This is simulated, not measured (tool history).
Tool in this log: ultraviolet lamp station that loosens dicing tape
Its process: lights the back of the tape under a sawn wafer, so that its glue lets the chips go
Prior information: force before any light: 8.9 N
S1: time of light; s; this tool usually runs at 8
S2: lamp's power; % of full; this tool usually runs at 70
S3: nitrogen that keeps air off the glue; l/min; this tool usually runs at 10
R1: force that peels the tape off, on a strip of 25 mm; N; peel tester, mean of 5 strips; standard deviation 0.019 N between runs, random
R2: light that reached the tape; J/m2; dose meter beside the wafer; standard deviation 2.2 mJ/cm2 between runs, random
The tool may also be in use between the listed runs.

run 1 hour=0.0 | S1=8 S2=70 S3=10 | R1=1.475 R2=1440
-- hour=37.2 window cleaned of glue's vapour
run 2 hour=39.9 | S1=8 S2=70 S3=4 | R1=2.696 R2=1330
run 3 hour=73.7 | S1=8 S2=70 S3=10 | R1=1.635 R2=1330
run 4 hour=111.6 | S1=8 S2=70 S3=10 | R1=1.760 R2=1340
run 5 hour=154.7 | S1=8 S2=70 S3=13 | R1=1.471 R2=1320
run 6 hour=193.4 | S1=8 S2=70 S3=13 | R1=1.447 R2=1330
run 7 hour=215.3 | S1=8 S2=70 S3=10 | R1=1.829 R2=1300
run 8 hour=251.7 | S1=8 S2=70 S3=10 | R1=1.774 R2=1360
run 9 hour=278.7 | S1=8 S2=78 S3=10 | R1=1.533 R2=1450
-- hour=298.7 window cleaned of glue's vapour, once more
run 10 hour=309.4 | S1=8 S2=70 S3=10 | R1=1.158 R2=1650
run 11 hour=348.6 | S1=8 S2=70 S3=12 | R1=1.024 R2=1660
run 12 hour=379.7 | S1=5 S2=79 S3=10 | R1=2.142 R2=1210
run 13 hour=401.5 | S1=8 S2=86 S3=4 | R1=1.506 R2=2030
run 14 hour=443.1 | S1=8 S2=89 S3=3 | R1=1.754 R2=2050
run 15 hour=490.5 | S1=6 S2=89 S3=3 | R1=2.719 R2=1540
run 16 hour=529.6 | S1=5 S2=77 S3=12 | R1=2.160 R2=1060
run 17 hour=554.1 | S1=8 S2=68 S3=4 | R1=2.375 R2=1550
run 18 hour=585.0 | S1=13 S2=80 S3=10 | R1=0.303 R2=2890
run 19 hour=605.4 | S1=15 S2=70 S3=14 | R1=0.214 R2=2940

Had the tool no unlogged condition, and each run kept its random variation, what would the results have been?
What the log doesn't record here: lamp's light, % of a new lamp's; light that the window lets through, % of a clean one's; drift of the gauge itself on peel_n, %; drift of the gauge itself on dose_mj_cm2, %.
run=1 R1=0.919 R2=1840
run=2 R1=1.767 R2=1830
run=3 R1=0.903 R2=1830
run=4 R1=0.957 R2=1850
run=5 R1=0.749 R2=1850
run=6 R1=0.720 R2=1880
run=7 R1=0.948 R2=1860
run=8 R1=0.913 R2=1930
run=9 R1=0.731 R2=2100
run=10 R1=0.932 R2=1830
run=11 R1=0.803 R2=1860
run=12 R1=1.790 R2=1360
run=13 R1=1.201 R2=2300
run=14 R1=1.402 R2=2350
run=15 R1=2.262 R2=1780
run=16 R1=1.710 R2=1240
run=17 R1=1.895 R2=1820
run=18 R1=0.196 R2=3420
run=19 R1=0.140 R2=3480
